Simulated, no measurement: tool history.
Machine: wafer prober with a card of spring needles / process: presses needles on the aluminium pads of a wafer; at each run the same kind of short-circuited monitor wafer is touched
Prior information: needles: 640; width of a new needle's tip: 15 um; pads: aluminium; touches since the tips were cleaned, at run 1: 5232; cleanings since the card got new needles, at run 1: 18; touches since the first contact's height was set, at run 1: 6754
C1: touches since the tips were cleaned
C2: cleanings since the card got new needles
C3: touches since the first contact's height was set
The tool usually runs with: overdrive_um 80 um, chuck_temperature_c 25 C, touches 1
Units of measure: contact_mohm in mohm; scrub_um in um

{"run": 1, "hour": 0.0, "overdrive_um": 80, "chuck_temperature_c": 25, "touches": 1, "C1": 5232, "C2": 18, "C3": 6754, "contact_mohm": 159, "scrub_um": 17.57}
{"hour": 3.7, "done": "tips cleaned on abrasive film"}
{"run": 2, "hour": 11.1, "overdrive_um": 80, "chuck_temperature_c": 25, "touches": 1, "C1": 2137, "C2": 19, "C3": 9948, "contact_mohm": 168, "scrub_um": 17.59}
{"run": 3, "hour": 21.5, "overdrive_um": 80, "chuck_temperature_c": 25, "touches": 1, "C1": 5167, "C2": 19, "C3": 12978, "contact_mohm": 164, "scrub_um": 17.57}
{"hour": 25.9, "done": "tips cleaned on abrasive film"}
{"run": 4, "hour": 31.1, "overdrive_um": 80, "chuck_temperature_c": 25, "touches": 1, "C1": 1507, "C2": 20, "C3": 15744, "contact_mohm": 140, "scrub_um": 17.55}
{"run": 5, "hour": 43.3, "overdrive_um": 80, "chuck_temperature_c": 25, "touches": 1, "C1": 5049, "C2": 20, "C3": 19286, "contact_mohm": 152, "scrub_um": 17.58}
{"hour": 47.8, "done": "tips cleaned on abrasive film"}
{"run": 6, "hour": 53.4, "overdrive_um": 80, "chuck_temperature_c": 25, "touches": 1, "C1": 1624, "C2": 21, "C3": 22176, "contact_mohm": 138, "scrub_um": 17.55}
{"run": 7, "hour": 64.2, "overdrive_um": 89, "chuck_temperature_c": 25, "touches": 1, "C1": 4783, "C2": 21, "C3": 25335, "contact_mohm": 152, "scrub_um": 19.5}
{"hour": 66.7, "done": "tips cleaned on abrasive film, once more"}
{"run": 8, "hour": 72.2, "overdrive_um": 89, "chuck_temperature_c": 25, "touches": 1, "C1": 1599, "C2": 22, "C3": 27623, "contact_mohm": 137, "scrub_um": 19.47}
{"run": 9, "hour": 83.0, "overdrive_um": 89, "chuck_temperature_c": 25, "touches": 1, "C1": 4748, "C2": 22, "C3": 30772, "contact_mohm": 152, "scrub_um": 19.54}
{"hour": 88.6, "done": "tips cleaned on abrasive film"}
{"run": 10, "hour": 99.7, "overdrive_um": 89, "chuck_temperature_c": 25, "touches": 1, "C1": 3220, "C2": 23, "C3": 35577, "contact_mohm": 148, "scrub_um": 19.48}
{"hour": 110.6, "done": "tips cleaned on abrasive film"}
{"run": 11, "hour": 113.5, "overdrive_um": 89, "chuck_temperature_c": 25, "touches": 1, "C1": 867, "C2": 24, "C3": 39581, "contact_mohm": 133, "scrub_um": 19.48}
{"run": 12, "hour": 121.9, "overdrive_um": 75, "chuck_temperature_c": 25, "touches": 1, "C1": 3294, "C2": 24, "C3": 42008, "contact_mohm": 158, "scrub_um": 16.41}
{"hour": 131.8, "done": "tips cleaned on abrasive film"}
{"run": 13, "hour": 133.3, "overdrive_um": 75, "chuck_temperature_c": 25, "touches": 1, "C1": 448, "C2": 25, "C3": 45304, "contact_mohm": 125, "scrub_um": 16.37}
{"run": 14, "hour": 147.1, "overdrive_um": 79, "chuck_temperature_c": 34, "touches": 2, "C1": 4442, "C2": 25, "C3": 49298, "contact_mohm": 141, "scrub_um": 17.23}
{"hour": 152.9, "done": "tips cleaned on abrasive film"}
{"run": 15, "hour": 160.7, "overdrive_um": 73, "chuck_temperature_c": 25, "touches": 2, "C1": 2266, "C2": 26, "C3": 53215, "contact_mohm": 139, "scrub_um": 15.95}
{"run": 16, "hour": 173.1, "overdrive_um": 73, "chuck_temperature_c": 25, "touches": 2, "C1": 5885, "C2": 26, "C3": 56834, "contact_mohm": 145, "scrub_um": 15.91}
{"hour": 174.1, "done": "tips cleaned on abrasive film"}
{"run": 17, "hour": 185.5, "overdrive_um": 73, "chuck_temperature_c": 25, "touches": 2, "C1": 3323, "C2": 27, "C3": 60420, "contact_mohm": 139, "scrub_um": 15.91}
{"hour": 195.7, "done": "tips cleaned on abrasive film"}
{"run": 18, "hour": 201.9, "overdrive_um": 70, "chuck_temperature_c": 82, "touches": 2, "C1": 1825, "C2": 28, "C3": 65158, "contact_mohm": 140, "scrub_um": 15.19}
{"run": 19, "hour": 212.1, "overdrive_um": 67, "chuck_temperature_c": 124, "touches": 1, "C1": 4781, "C2": 28, "C3": 68114, "contact_mohm": 174, "scrub_um": 14.53}
{"hour": 217.2, "done": "tips cleaned on abrasive film"}
{"run": 20, "hour": 221.2, "overdrive_um": 70, "chuck_temperature_c": 42, "touches": 1, "C1": 1155, "C2": 29, "C3": 70714, "contact_mohm": 142, "scrub_um": 15.16}

Each row is a separate what-if for the run after 20, all from the same tool condition, not one after another. Results?
{"run": "A", "hour": 231.4, "overdrive_um": 60, "chuck_temperature_c": 42, "touches": 1, "C1": 4117, "C2": 29, "C3": 73676, "contact_mohm": "?", "scrub_um": "?"}
{"run": "B", "hour": 231.4, "overdrive_um": 70, "chuck_temperature_c": 104, "touches": 1, "C1": 4117, "C2": 29, "C3": 73676, "contact_mohm": "?", "scrub_um": "?"}
{"run": "C", "hour": 231.4, "overdrive_um": 80, "chuck_temperature_c": 117, "touches": 2, "C1": 4117, "C2": 29, "C3": 73676, "contact_mohm": "?", "scrub_um": "?"}

run=A contact_mohm=177 scrub_um=13
run=B contact_mohm=167 scrub_um=15.18
run=C contact_mohm=151 scrub_um=17.4
Stripped of hidden state, with their random variation kept, the same runs would have yielded:
run=A contact_mohm=123 scrub_um=13.22
run=B contact_mohm=129 scrub_um=15.4
run=C contact_mohm=131 scrub_um=17.62
